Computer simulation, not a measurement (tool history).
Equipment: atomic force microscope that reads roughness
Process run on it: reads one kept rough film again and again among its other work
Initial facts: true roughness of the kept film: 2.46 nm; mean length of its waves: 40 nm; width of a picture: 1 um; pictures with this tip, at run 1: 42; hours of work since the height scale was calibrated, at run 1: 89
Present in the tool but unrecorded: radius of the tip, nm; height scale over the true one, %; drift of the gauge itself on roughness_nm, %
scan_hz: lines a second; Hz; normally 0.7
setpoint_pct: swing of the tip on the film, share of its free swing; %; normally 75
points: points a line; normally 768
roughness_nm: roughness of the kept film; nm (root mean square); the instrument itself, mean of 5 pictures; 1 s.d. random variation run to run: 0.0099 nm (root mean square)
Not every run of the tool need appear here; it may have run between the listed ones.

run	day	scan_hz	setpoint_pct	points	pictures with this tip	hours of work since the height scale was calibrated	roughness_nm
1	0	0.7	75	768	42	89	2.2
2	0.217	0.7	75	768	49	92	2.212
3	0.612	0.7	78	768	60	97	2.194
4	1.021	0.7	78	768	72	103	2.163
5	1.212	0.7	78	768	78	106	2.156
6	1.404	0.7	62	768	83	108	2.179
7	1.708	0.7	62	768	92	113	2.195
8	1.908	3.126	75	768	98	115	1.962
9	2.304	1.174	75	768	110	121	2.085
10	2.488	0.7	75	309	115	124	2.097
11	2.862	0.7	75	309	126	129	2.097
12	3.246	0.7	75	768	137	134	2.102
# day 3.35: new tip fitted
13	3.683	0.7	67	768	10	140	2.258
14	3.954	0.7	67	768	18	144	2.259
15	4.388	0.7	67	768	30	150	2.227
16	4.692	0.7	67	768	39	154	2.228
17	4.933	0.7	67	768	46	157	2.23
18	5.271	0.7	75	768	56	162	2.19
19	5.604	0.7	65	768	66	167	2.191
20	6.025	0.7	65	768	78	173	2.183
21	6.338	0.7	65	768	87	177	2.17
22	6.6	0.7	75	768	95	181	2.159
23	7.025	0.7	75	768	107	186	2.134
24	7.288	0.7	75	768	115	190	2.111
25	7.621	0.7	75	768	124	195	2.11
26	7.979	0.933	75	929	135	200	2.103
# day 8.167: new tip fitted
27	8.225	0.933	75	929	1	203	2.226
28	8.533	1.121	76	640	10	207	2.186
29	8.871	1.121	76	640	20	212	2.207
30	9.075	0.7	78	669	26	215	2.194
31	9.483	0.7	62	768	38	221	2.231
32	9.75	0.608	78	694	46	224	2.179
33	10.025	0.608	78	694	54	228	2.182
34	10.462	0.7	82	391	66	234	2.127
35	10.808	0.7	82	391	77	239	2.113
36	11.142	0.631	90	543	86	244	2.086
37	11.558	2.761	90	543	98	249	1.794
38	11.917	2.761	90	543	109	254	1.799
39	12.246	2.761	90	543	118	259	1.783
40	12.629	1.103	70	885	129	264	2.082
41	12.938	2.839	87	800	138	269	1.813
# day 12.983: new tip fitted
42	13.333	1.095	75	333	10	274	2.218
43	13.7	1.095	79	333	21	279	2.167
44	14.025	3.901	62	451	30	284	2.138
45	14.275	0.601	75	367	38	287	2.232
46	14.546	3.402	84	873	46	291	1.879

Across each entry between runs, compare the hidden state at the last listed run before it with the hidden state at the first listed run after it:
In the gap between runs 12 and 13: new tip fitted (day 3.35)
  radius of the tip, nm: 23.7 -> 11.1
  measured less the result without the state, roughness_nm: -0.162 -> -0.013 nm (root mean square)
In the gap between runs 26 and 27: new tip fitted (day 8.167)
  radius of the tip, nm: 22.8 -> 11.5; height scale over the true one, %: 0.07 -> 0.06
  measured less the result without the state, roughness_nm: -0.153 -> -0.018 nm (root mean square)
In the gap between runs 41 and 42: new tip fitted (day 12.983)
  radius of the tip, nm: 24.3 -> 11.3
  measured less the result without the state, roughness_nm: -0.147 -> -0.016 nm (root mean square)
